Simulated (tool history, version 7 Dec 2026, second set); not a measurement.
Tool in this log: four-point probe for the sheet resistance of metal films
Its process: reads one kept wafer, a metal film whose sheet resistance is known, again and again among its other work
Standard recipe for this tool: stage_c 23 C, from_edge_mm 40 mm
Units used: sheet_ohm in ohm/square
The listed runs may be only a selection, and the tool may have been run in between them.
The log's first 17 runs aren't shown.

run	hour	stage_c	from_edge_mm	touches since the probe head was changed	hours of work since the stage's thermometer was calibrated	sheet_ohm
18	1516.1	29	40	9634	974	0.035552
19	1612.7	23	40	11299	1042	0.035495
20	1670.7	23	40	12299	1084	0.035505
21	1745.1	23	40	13582	1136	0.035517
22	1838	23	40	15182	1202	0.035501
23	1892.3	20	40	16118	1241	0.035473
24	1951.7	23	20	17142	1283	0.03551
25	2079.3	23	20	19339	1373	0.035512
26	2208.7	23	20	21570	1465	0.035501
27	2340.1	23	20	23835	1558	0.035517
28	2425.9	19	40	25313	1619	0.03547
29	2498.1	31	21	26557	1670	0.035567
30	2578.7	33	42	27945	1727	0.035568
31	2659.6	27	40	29340	1785	0.035528
32	2773.6	31	40	31304	1866	0.035571
33	2888.6	31	40	33286	1947	0.035567
34	2963.5	31	40	34576	2000	0.035557
35	3077.7	31	40	36545	2081	0.035562
36	3196.7	25	34	38595	2166	0.035511
# hour 3310.4: stage's thermometer calibrated
37	3310.4	25	29	40545	0	0.035524
38	3425.7	35	30	42533	82	0.035607
39	3544.5	19	27	44579	166	0.035479
40	3598	34	21	45501	204	0.035591
41	3691.4	28	6	47111	270	0.035686

3 options for the next run, each taken on its own from the tool as it stands now. Forecast them:
A	3795	27	14	48896	344	?
B	3795	22	51	48896	344	?
C	3795	29	3	48896	344	?

run	sheet_ohm
A	0.03557
B	0.035502
C	0.03607
Had the tool no hidden state, the same runs would have come out as:
run	sheet_ohm
A	0.035565
B	0.035497
C	0.036065

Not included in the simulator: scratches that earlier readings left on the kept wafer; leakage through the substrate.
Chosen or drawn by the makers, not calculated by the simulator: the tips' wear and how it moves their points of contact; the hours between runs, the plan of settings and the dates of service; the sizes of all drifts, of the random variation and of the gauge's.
